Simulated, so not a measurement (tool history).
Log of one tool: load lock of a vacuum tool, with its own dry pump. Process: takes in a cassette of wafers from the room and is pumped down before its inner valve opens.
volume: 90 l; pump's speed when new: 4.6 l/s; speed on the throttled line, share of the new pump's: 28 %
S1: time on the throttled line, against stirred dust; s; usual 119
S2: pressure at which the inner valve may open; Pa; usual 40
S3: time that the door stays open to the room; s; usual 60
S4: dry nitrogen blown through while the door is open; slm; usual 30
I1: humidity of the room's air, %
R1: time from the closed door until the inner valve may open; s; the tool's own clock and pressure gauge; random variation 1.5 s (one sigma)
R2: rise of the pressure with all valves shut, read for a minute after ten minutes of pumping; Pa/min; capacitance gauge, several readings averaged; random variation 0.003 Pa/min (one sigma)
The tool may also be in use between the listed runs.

run 1 hour=0 | S1=119 S2=40 S3=60 S4=30 | I1=43.7 | R1=252.7 R2=0.058
run 2 hour=111.5 | S1=119 S2=40 S3=60 S4=43 | I1=44 | R1=254 R2=0.047
run 3 hour=253.3 | S1=119 S2=40 S3=60 S4=43 | I1=45.5 | R1=252.8 R2=0.051
run 4 hour=380.6 | S1=119 S2=40 S3=60 S4=43 | I1=41.7 | R1=256 R2=0.058
run 5 hour=523.9 | S1=206 S2=40 S3=60 S4=43 | I1=45 | R1=315.6 R2=0.056
run 6 hour=657.1 | S1=119 S2=31 S3=60 S4=30 | I1=39.8 | R1=260 R2=0.056
run 7 hour=848.4 | S1=119 S2=31 S3=60 S4=30 | I1=48 | R1=258.2 R2=0.07
run 8 hour=1065.1 | S1=119 S2=31 S3=60 S4=30 | I1=47.8 | R1=259.8 R2=0.072
run 9 hour=1195.2 | S1=119 S2=31 S3=60 S4=30 | I1=45 | R1=262.1 R2=0.068
run 10 hour=1326.4 | S1=119 S2=31 S3=60 S4=30 | I1=46.6 | R1=263.9 R2=0.074
run 11 hour=1473.3 | S1=119 S2=31 S3=60 S4=30 | I1=45.5 | R1=260.6 R2=0.069
run 12 hour=1638.7 | S1=119 S2=31 S3=60 S4=30 | I1=50 | R1=260.3 R2=0.075
run 13 hour=1832.7 | S1=119 S2=31 S3=60 S4=30 | I1=45 | R1=263.3 R2=0.081
run 14 hour=2006.6 | S1=103 S2=40 S3=60 S4=30 | I1=41.7 | R1=245.5 R2=0.09
run 15 hour=2100.5 | S1=103 S2=40 S3=60 S4=30 | I1=45 | R1=246.6 R2=0.078
run 16 hour=2277 | S1=103 S2=40 S3=60 S4=30 | I1=45.5 | R1=244.8 R2=0.09
run 17 hour=2398.7 | S1=119 S2=40 S3=60 S4=30 | I1=44.9 | R1=260.3 R2=0.093
run 18 hour=2563.9 | S1=119 S2=40 S3=60 S4=30 | I1=46.4 | R1=257.3 R2=0.093
run 19 hour=2694.9 | S1=144 S2=40 S3=127 S4=30 | I1=43.4 | R1=276.8 R2=0.107
run 20 hour=2907.9 | S1=144 S2=40 S3=127 S4=30 | I1=43.1 | R1=280.1 R2=0.107
run 21 hour=3119.2 | S1=144 S2=40 S3=127 S4=30 | I1=47 | R1=276 R2=0.108
run 22 hour=3263.8 | S1=190 S2=66 S3=61 S4=6 | I1=48.8 | R1=298.3 R2=0.125
run 23 hour=3476.9 | S1=119 S2=40 S3=27 S4=30 | I1=42.2 | R1=261.5 R2=0.103
run 24 hour=3647.5 | S1=119 S2=53 S3=62 S4=44 | I1=47.6 | R1=256.2 R2=0.116
run 25 hour=3774.4 | S1=119 S2=41 S3=116 S4=30 | I1=50.4 | R1=261.3 R2=0.132
run 26 hour=3936.2 | S1=119 S2=41 S3=116 S4=30 | I1=48 | R1=261.9 R2=0.127
run 27 hour=4127.6 | S1=119 S2=50 S3=60 S4=30 | I1=45 | R1=257.8 R2=0.127
run 28 hour=4332 | S1=119 S2=50 S3=60 S4=30 | I1=47.2 | R1=257.6 R2=0.131
run 29 hour=4464.9 | S1=119 S2=63 S3=60 S4=45 | I1=47.7 | R1=251.8 R2=0.13
run 30 hour=4604.3 | S1=135 S2=32 S3=38 S4=5 | I1=44.8 | R1=280.3 R2=0.151
run 31 hour=4752.3 | S1=101 S2=57 S3=78 S4=34 | I1=47.2 | R1=242.3 R2=0.145
run 32 hour=4845.9 | S1=95 S2=64 S3=62 S4=4 | I1=47.7 | R1=237 R2=0.165
run 33 hour=5043.9 | S1=95 S2=64 S3=62 S4=4 | I1=47.3 | R1=239.7 R2=0.167
run 34 hour=5256 | S1=95 S2=64 S3=62 S4=4 | I1=44.8 | R1=240.4 R2=0.172
run 35 hour=5418.5 | S1=165 S2=64 S3=62 S4=11 | I1=46.4 | R1=284 R2=0.171
run 36 hour=5607.6 | S1=75 S2=65 S3=38 S4=30 | I1=45.2 | R1=227.2 R2=0.165

Some steps in R1 between neighbouring runs. How much of each would the tool show without its hidden state too (settings, what came in, random variation), and how much is left for the hidden state, with any gauge scatter that isn't in both results?
The hidden state here: pump's speed, % of a new pump's; leak at the door's seal, Pa l/s; drift of the gauge itself on ready_s, %; drift of the gauge itself on rise_pa_min, %.
Run 4 -> 5: S1 119 -> 206. R1 +59.6 s: hidden state -2.5, all else +62.1.
Run 5 -> 6: S1 206 -> 119, S2 40 -> 31, S4 43 -> 30. R1 -55.6 s: hidden state +3.6, all else -59.2.
Run 22 -> 23: S1 190 -> 119, S2 66 -> 40, S3 61 -> 27, S4 6 -> 30. R1 -36.8 s: hidden state +5.6, all else -42.4.
Run 35 -> 36: S1 165 -> 75, S2 64 -> 65, S3 62 -> 38, S4 11 -> 30. R1 -56.8 s: hidden state +5.4, all else -62.2.

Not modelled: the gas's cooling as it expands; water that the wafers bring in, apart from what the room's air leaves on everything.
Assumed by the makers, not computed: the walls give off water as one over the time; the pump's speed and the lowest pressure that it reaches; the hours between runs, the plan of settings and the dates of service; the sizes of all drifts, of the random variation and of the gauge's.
